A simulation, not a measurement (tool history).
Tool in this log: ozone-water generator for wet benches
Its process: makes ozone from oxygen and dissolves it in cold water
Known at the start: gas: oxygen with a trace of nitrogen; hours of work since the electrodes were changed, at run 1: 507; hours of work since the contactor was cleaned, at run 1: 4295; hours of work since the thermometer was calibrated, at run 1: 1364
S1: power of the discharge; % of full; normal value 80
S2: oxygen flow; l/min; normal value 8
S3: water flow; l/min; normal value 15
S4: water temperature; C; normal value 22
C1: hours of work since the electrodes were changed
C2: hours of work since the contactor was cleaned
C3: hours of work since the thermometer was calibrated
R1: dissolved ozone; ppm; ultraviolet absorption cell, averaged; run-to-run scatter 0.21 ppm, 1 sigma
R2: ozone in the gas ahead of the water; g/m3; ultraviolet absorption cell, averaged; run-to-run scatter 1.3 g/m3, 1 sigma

Run 1, hour 0: usual settings; C1 507; C2 4295; C3 1364. Result: R1 28.4 ppm, R2 226 g/m3.
Run 2, hour 31.1: usual settings; C1 532; C2 4320; C3 1389. Result: R1 28.3 ppm, R2 231.6 g/m3.
Run 3, hour 72.9: usual settings but S4 20 C; C1 565; C2 4353; C3 1422. Result: R1 29.3 ppm, R2 229.1 g/m3.
Run 4, hour 113.3: usual settings but S4 20 C; C1 597; C2 4385; C3 1454. Result: R1 29.4 ppm, R2 229.5 g/m3.
Run 5, hour 152.6: usual settings but S4 20 C; C1 629; C2 4416; C3 1485. Result: R1 29.4 ppm, R2 227.2 g/m3.
Run 6, hour 186: usual settings; C1 655; C2 4443; C3 1512. Result: R1 28.1 ppm, R2 229.4 g/m3.
Run 7, hour 214.5: usual settings; C1 678; C2 4465; C3 1535. Result: R1 28.4 ppm, R2 230.3 g/m3.
Run 8, hour 235.7: usual settings; C1 695; C2 4482; C3 1551. Result: R1 28.5 ppm, R2 230 g/m3.
Run 9, hour 274: usual settings; C1 725; C2 4513; C3 1582. Result: R1 28.1 ppm, R2 226.6 g/m3.
Run 10, hour 307.3: usual settings; C1 752; C2 4539; C3 1608. Result: R1 28.2 ppm, R2 228.4 g/m3.
Run 11, hour 328.9: usual settings; C1 769; C2 4556; C3 1626. Result: R1 28.3 ppm, R2 229.4 g/m3.
Run 12, hour 348.6: usual settings; C1 785; C2 4572; C3 1641. Result: R1 27.9 ppm, R2 229.4 g/m3.
Run 13, hour 380.4: usual settings; C1 810; C2 4597; C3 1667. Result: R1 28.3 ppm, R2 228.8 g/m3.
Run 14, hour 411.7: usual settings; C1 835; C2 4622; C3 1691. Result: R1 28.2 ppm, R2 227.6 g/m3.
Run 15, hour 447.1: usual settings but S1 41 % of full, S3 23 l/min; C1 863; C2 4651; C3 1720. Result: R1 13.2 ppm, R2 147.3 g/m3.
Run 16, hour 479.8: usual settings but S1 41 % of full, S3 23 l/min; C1 889; C2 4677; C3 1746. Result: R1 13.6 ppm, R2 146.3 g/m3.
Run 17, hour 499.3: usual settings but S1 41 % of full, S3 23 l/min; C1 904; C2 4692; C3 1761. Result: R1 13.2 ppm, R2 145.7 g/m3.
Run 18, hour 540.4: usual settings but S1 41 % of full, S3 23 l/min; C1 937; C2 4725; C3 1794. Result: R1 13.5 ppm, R2 146.9 g/m3.
Run 19, hour 575.1: usual settings but S2 9.31 l/min; C1 965; C2 4752; C3 1821. Result: R1 27.9 ppm, R2 217.3 g/m3.
Run 20, hour 615.5: usual settings but S1 57 % of full, S2 8.19 l/min, S3 10 l/min, S4 18 C; C1 997; C2 4784; C3 1854. Result: R1 30.3 ppm, R2 179 g/m3.
Run 21, hour 651: usual settings but S1 57 % of full, S3 11 l/min; C1 1025; C2 4813; C3 1882. Result: R1 26.4 ppm, R2 181.9 g/m3.
Run 22, hour 672.9: usual settings but S2 5.2 l/min, S3 23 l/min, S4 16 C; C1 1043; C2 4830; C3 1899. Result: R1 21.6 ppm, R2 265.4 g/m3.
Run 23, hour 715.3: usual settings but S2 9.03 l/min, S3 9 l/min, S4 16 C; C1 1076; C2 4864; C3 1933. Result: R1 41.9 ppm, R2 218.3 g/m3.
Run 24, hour 755.1: usual settings but S2 10.99 l/min, S3 19 l/min, S4 20 C; C1 1108; C2 4896; C3 1965. Result: R1 25.3 ppm, R2 204.1 g/m3.
Run 25, hour 780.5: usual settings but S3 13 l/min, S4 25 C; C1 1128; C2 4916; C3 1985. Result: R1 28.4 ppm, R2 228.6 g/m3.
Run 26, hour 819.3: usual settings but S1 61 % of full, S3 12 l/min, S4 25 C; C1 1159; C2 4947; C3 2016. Result: R1 24.6 ppm, R2 190.4 g/m3.
Run 27, hour 855.9: usual settings but S1 61 % of full, S3 12 l/min, S4 25 C; C1 1188; C2 4976; C3 2045. Result: R1 24.3 ppm, R2 189.8 g/m3.
Run 28, hour 882.4: usual settings but S1 61 % of full, S3 12 l/min, S4 25 C; C1 1209; C2 4997; C3 2066. Result: R1 24.3 ppm, R2 187.4 g/m3.

What if the next run were any one of these 3? Each begins from the tool's condition after run 28:
Run A, hour 909.6: usual settings but S4 14 C; C1 1231; C2 5018; C3 2088. Result: R1 ?, R2 ?.
Run B, hour 909.6: usual settings but S1 61 % of full, S2 13.17 l/min, S3 12 l/min, S4 16 C; C1 1231; C2 5018; C3 2088. Result: R1 ?, R2 ?.
Run C, hour 909.6: usual settings but S1 40 % of full, S2 9.87 l/min, S3 12 l/min, S4 27 C; C1 1231; C2 5018; C3 2088. Result: R1 ?, R2 ?.

run    R1     R2
  A  32.6  225.9
  B  29.3  159.4
  C  17.4    135
With no hidden state in the tool, these same runs would have given:
run    R1     R2
  A  36.2  230.5
  B  32.3  162.1
  C  19.1  136.6

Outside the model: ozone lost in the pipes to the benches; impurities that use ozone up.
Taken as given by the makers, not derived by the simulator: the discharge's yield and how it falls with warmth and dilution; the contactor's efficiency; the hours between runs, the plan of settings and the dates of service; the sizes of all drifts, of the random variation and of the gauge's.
